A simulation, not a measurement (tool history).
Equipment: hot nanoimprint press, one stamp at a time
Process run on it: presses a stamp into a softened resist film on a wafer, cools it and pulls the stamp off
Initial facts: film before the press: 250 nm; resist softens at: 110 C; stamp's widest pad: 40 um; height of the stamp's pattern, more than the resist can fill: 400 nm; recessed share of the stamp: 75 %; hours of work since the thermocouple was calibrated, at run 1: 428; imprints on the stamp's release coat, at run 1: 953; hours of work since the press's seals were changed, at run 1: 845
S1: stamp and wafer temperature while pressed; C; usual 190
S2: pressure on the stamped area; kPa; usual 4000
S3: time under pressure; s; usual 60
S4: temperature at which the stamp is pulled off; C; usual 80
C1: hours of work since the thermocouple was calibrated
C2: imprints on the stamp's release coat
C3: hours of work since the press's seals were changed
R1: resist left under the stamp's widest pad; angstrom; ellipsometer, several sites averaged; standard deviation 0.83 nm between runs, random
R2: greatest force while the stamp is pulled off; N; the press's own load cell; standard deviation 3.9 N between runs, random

run,hour,S1,S2,S3,S4,C1,C2,C3,R1,R2
1,0,190,4000,60,80,428,953,845,1142,186
# hour 50.4: plate thermocouple calibrated
2,57.3,190,4000,60,78,4,1060,875,1138,186
# hour 77.7: stamp cleaned and given a new release coat
3,144.4,190,4000,60,78,49,131,921,1125,186
4,218.2,190,4000,60,82,90,277,962,1134,182
5,274.3,190,4000,60,82,122,387,993,1129,182
6,329.8,190,4000,94,80,152,496,1024,980,179
7,370.8,190,4000,94,80,175,577,1047,972,179
# hour 409.8: press's hydraulic seals changed and the load cell set to zero
8,433.3,190,4000,60,80,206,684,13,1138,193
9,509.8,190,4000,60,80,248,834,56,1154,187
10,552,190,3070,60,80,272,917,79,1296,187
11,592.3,190,3070,60,80,294,996,102,1292,191
# hour 642.7: stamp cleaned and given a new release coat
12,643.3,196,2600,107,76,320,1,127,992,197
13,699.6,196,2600,107,76,351,111,158,1020,187
14,782.2,196,2600,107,76,397,274,204,1004,202
15,856.4,196,2600,77,87,438,420,246,1133,174
# hour 891.2: plate thermocouple calibrated
16,893,187,2600,77,74,1,486,264,1377,198
17,935.6,197,5140,50,78,25,569,288,910,194
18,1003.1,197,4000,95,80,62,702,326,814,185
19,1079.8,190,4000,44,71,105,853,369,1273,191
20,1124.1,184,3630,111,72,130,940,393,1137,201
21,1187.6,180,2920,95,77,165,1065,429,1446,187

Here are 5 independent what-if runs from the current tool condition. What would each one return?
# hour 1206.7: stamp cleaned and given a new release coat
A,1259.7,190,3700,60,68,202,104,466,?,?
# hour 1206.7: stamp cleaned and given a new release coat
B,1259.7,194,4000,103,80,202,104,466,?,?
# hour 1206.7: stamp cleaned and given a new release coat
C,1259.7,190,4000,60,80,202,104,466,?,?
# hour 1206.7: stamp cleaned and given a new release coat
D,1259.7,190,4000,60,68,202,104,466,?,?
# hour 1206.7: stamp cleaned and given a new release coat
E,1259.7,196,4290,60,68,202,104,466,?,?

run,R1,R2
A,1175,208
B,863,187
C,1137,188
D,1147,200
E,939,202
What these runs would have given with no unlogged condition in the tool:
run,R1,R2
A,1175,207
B,863,187
C,1136,188
D,1147,200
E,939,202

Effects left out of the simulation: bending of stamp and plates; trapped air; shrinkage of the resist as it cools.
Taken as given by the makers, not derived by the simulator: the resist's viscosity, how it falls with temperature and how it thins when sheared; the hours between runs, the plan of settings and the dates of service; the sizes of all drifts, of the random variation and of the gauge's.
